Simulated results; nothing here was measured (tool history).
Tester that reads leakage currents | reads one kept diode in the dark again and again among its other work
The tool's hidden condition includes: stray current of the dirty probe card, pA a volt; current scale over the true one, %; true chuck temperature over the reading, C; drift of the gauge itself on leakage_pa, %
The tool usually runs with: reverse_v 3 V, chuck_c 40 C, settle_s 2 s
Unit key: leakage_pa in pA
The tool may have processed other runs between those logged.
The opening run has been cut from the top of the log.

| run | hour | reverse_v | chuck_c | settle_s | hours of work since the probe card was cleaned | hours of work since the tester was calibrated | hours of work since the chuck was calibrated | leakage_pa |
|---|---|---|---|---|---|---|---|---|
| 2 | 119.8 | 3 | 40 | 2 | 1156 | 2099 | 349 | 184.45 |
| 3 | 193.1 | 3 | 40 | 2.29 | 1207 | 2150 | 401 | 185.06 |
| 4 | 246.2 | 3 | 40 | 1.19 | 1245 | 2187 | 438 | 187.42 |
| 5 | 340.8 | 3 | 40 | 1.19 | 1311 | 2254 | 504 | 188.83 |
| 6 | 456.6 | 3 | 40 | 1.19 | 1392 | 2335 | 586 | 191.77 |
| 7 | 533 | 3 | 40 | 3.56 | 1446 | 2389 | 639 | 192.68 |
| 8 | 623.3 | 3 | 40 | 1.65 | 1509 | 2452 | 702 | 196.39 |
| 9 | 711.8 | 3 | 40 | 2 | 1571 | 2514 | 765 | 197.42 |
| 10 | 830.9 | 3 | 40 | 2 | 1655 | 2597 | 848 | 201.09 |
| 11 | 881.8 | 3 | 26 | 2 | 1690 | 2633 | 884 | 79.32 |
|  | 941.4 | chuck's temperature calibrated |
| 12 | 958.5 | 3 | 26 | 2 | 1743 | 2686 | 12 | 69.2 |
| 13 | 1013.5 | 3 | 40 | 2 | 1781 | 2724 | 51 | 177.11 |
| 14 | 1111.8 | 3 | 40 | 2 | 1850 | 2793 | 120 | 178.77 |
| 15 | 1193.1 | 3 | 40 | 3.33 | 1907 | 2850 | 177 | 181.37 |
| 16 | 1300.2 | 3 | 40 | 3.33 | 1982 | 2925 | 252 | 183.28 |
| 17 | 1379.9 | 3 | 40 | 2 | 2038 | 2981 | 307 | 185.33 |
| 18 | 1446 | 3 | 40 | 2 | 2085 | 3027 | 354 | 186.67 |
| 19 | 1538 | 3 | 40 | 2 | 2149 | 3092 | 418 | 188.38 |
| 20 | 1644.9 | 3 | 40 | 2 | 2224 | 3167 | 493 | 190.21 |
| 21 | 1743.4 | 7.26 | 25 | 3.32 | 2293 | 3236 | 562 | 108.24 |
| 22 | 1845.5 | 7.26 | 26 | 3.32 | 2365 | 3308 | 634 | 117.43 |
| 23 | 1923.1 | 1.56 | 54 | 2.03 | 2419 | 3362 | 688 | 350.85 |
| 24 | 2018 | 5.43 | 32 | 6.64 | 2486 | 3428 | 755 | 153.6 |
| 25 | 2075.1 | 3 | 42 | 2 | 2526 | 3468 | 795 | 226.38 |
| 26 | 2182.5 | 3.16 | 54 | 0.32 | 2601 | 3544 | 870 | 491.51 |

Estimate the outcome of run 27 from the log above:
|  | 2264.8 | chuck's temperature calibrated |
| 27 | 2309.9 | 1.49 | 27 | 2.2 | 2689 | 3632 | 32 | ? |

For run 27 the tool returned leakage_pa 55.7 pA.
Had the tool carried no hidden state, the very same run would have given leakage_pa 52.32 pA.
